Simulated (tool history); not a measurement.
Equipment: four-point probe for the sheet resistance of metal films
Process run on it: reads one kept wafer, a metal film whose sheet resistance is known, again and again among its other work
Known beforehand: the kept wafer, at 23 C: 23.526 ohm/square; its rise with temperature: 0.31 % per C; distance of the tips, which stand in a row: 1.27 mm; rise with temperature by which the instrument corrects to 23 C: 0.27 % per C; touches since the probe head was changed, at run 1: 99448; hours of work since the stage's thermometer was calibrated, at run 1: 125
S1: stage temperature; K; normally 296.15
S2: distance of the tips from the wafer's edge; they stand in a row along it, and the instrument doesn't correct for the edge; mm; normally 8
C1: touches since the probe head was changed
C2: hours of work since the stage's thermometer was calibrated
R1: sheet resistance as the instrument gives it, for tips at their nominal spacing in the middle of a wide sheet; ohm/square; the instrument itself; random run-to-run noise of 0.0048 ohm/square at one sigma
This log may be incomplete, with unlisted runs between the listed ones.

Run 1, hour 0: usual settings; C1 99448; C2 125. Result: R1 24.147995 ohm/square.
Run 2, hour 127.7: usual settings but S1 303.15 K; C1 104211; C2 200. Result: R1 24.22115 ohm/square.
Run 3, hour 225.1: usual settings but S1 303.15 K; C1 107841; C2 258. Result: R1 24.226233 ohm/square.
Run 4, hour 348: usual settings; C1 112421; C2 330. Result: R1 24.163914 ohm/square.
Run 5, hour 457.5: usual settings; C1 116504; C2 395. Result: R1 24.184361 ohm/square.
Run 6, hour 514.4: usual settings; C1 118626; C2 428. Result: R1 24.191345 ohm/square.
Run 7, hour 617.1: usual settings; C1 122453; C2 489. Result: R1 24.19143 ohm/square.
Run 8, hour 724.1: usual settings; C1 126445; C2 552. Result: R1 24.20825 ohm/square.
Run 9, hour 801.2: usual settings; C1 129317; C2 597. Result: R1 24.223422 ohm/square.
Run 10, hour 879.9: usual settings; C1 132250; C2 643. Result: R1 24.219249 ohm/square.
At hour 924.8: new probe head fitted.
Run 11, hour 1001.3: usual settings; C1 2851; C2 714. Result: R1 23.826568 ohm/square.
Run 12, hour 1070.9: usual settings; C1 5445; C2 755. Result: R1 23.841574 ohm/square.
Run 13, hour 1176.4: usual settings; C1 9380; C2 817. Result: R1 23.841869 ohm/square.
Run 14, hour 1236: usual settings; C1 11600; C2 852. Result: R1 23.83831 ohm/square.
Run 15, hour 1328.1: usual settings; C1 15035; C2 907. Result: R1 23.848512 ohm/square.
Run 16, hour 1444.5: usual settings but S1 307.15 K, S2 3 mm; C1 19375; C2 975. Result: R1 25.71243 ohm/square.
Run 17, hour 1508.4: usual settings but S1 307.15 K, S2 3 mm; C1 21758; C2 1013. Result: R1 25.72211 ohm/square.
Run 18, hour 1579.9: usual settings but S1 307.15 K, S2 3 mm; C1 24421; C2 1055. Result: R1 25.724123 ohm/square.
Run 19, hour 1663.1: usual settings but S1 307.15 K, S2 28 mm; C1 27523; C2 1104. Result: R1 23.697878 ohm/square.
Run 20, hour 1783.1: usual settings but S1 307.15 K, S2 28 mm; C1 32000; C2 1174. Result: R1 23.70608 ohm/square.
Run 21, hour 1852.3: usual settings but S1 307.15 K, S2 28 mm; C1 34577; C2 1215. Result: R1 23.709058 ohm/square.
Run 22, hour 1909.1: usual settings but S1 294.15 K, S2 10 mm; C1 36694; C2 1249. Result: R1 23.769132 ohm/square.
Run 23, hour 2011.8: usual settings but S1 304.15 K, S2 36 mm; C1 40525; C2 1309. Result: R1 23.69282 ohm/square.
Run 24, hour 2128.9: usual settings but S1 303.15 K, S2 36 mm; C1 44891; C2 1378. Result: R1 23.687277 ohm/square.
Run 25, hour 2190.7: usual settings but S1 308.15 K, S2 36 mm; C1 47193; C2 1414. Result: R1 23.73625 ohm/square.
Run 26, hour 2266: usual settings but S1 308.15 K, S2 36 mm; C1 50000; C2 1459. Result: R1 23.744041 ohm/square.
Run 27, hour 2366.6: usual settings but S1 305.15 K, S2 23 mm; C1 53752; C2 1518. Result: R1 23.751065 ohm/square.
Run 28, hour 2475: usual settings but S1 292.15 K, S2 7 mm; C1 57794; C2 1582. Result: R1 24.007865 ohm/square.
Run 29, hour 2557.8: usual settings but S1 292.15 K, S2 11 mm; C1 60880; C2 1631. Result: R1 23.771007 ohm/square.

4 ways to go on from here, each from the tool as it stands after run 29. What would each give?
Run A, hour 2678.9: usual settings but S1 308.15 K, S2 22 mm; C1 65393; C2 1702. Result: R1 ?.
Run B, hour 2678.9: usual settings but S1 292.15 K, S2 9 mm; C1 65393; C2 1702. Result: R1 ?.
Run C, hour 2678.9: usual settings but S2 6 mm; C1 65393; C2 1702. Result: R1 ?.
Run D, hour 2678.9: usual settings but S1 304.15 K, S2 17 mm; C1 65393; C2 1702. Result: R1 ?.

run         R1
  A  23.809468
  B  23.857587
  C  24.205191
  D  23.787189
Take away the tool's hidden state, keep each run's random variation, and the runs would have read:
run         R1
  A  23.685175
  B  23.734738
  C  24.080299
  D  23.663408
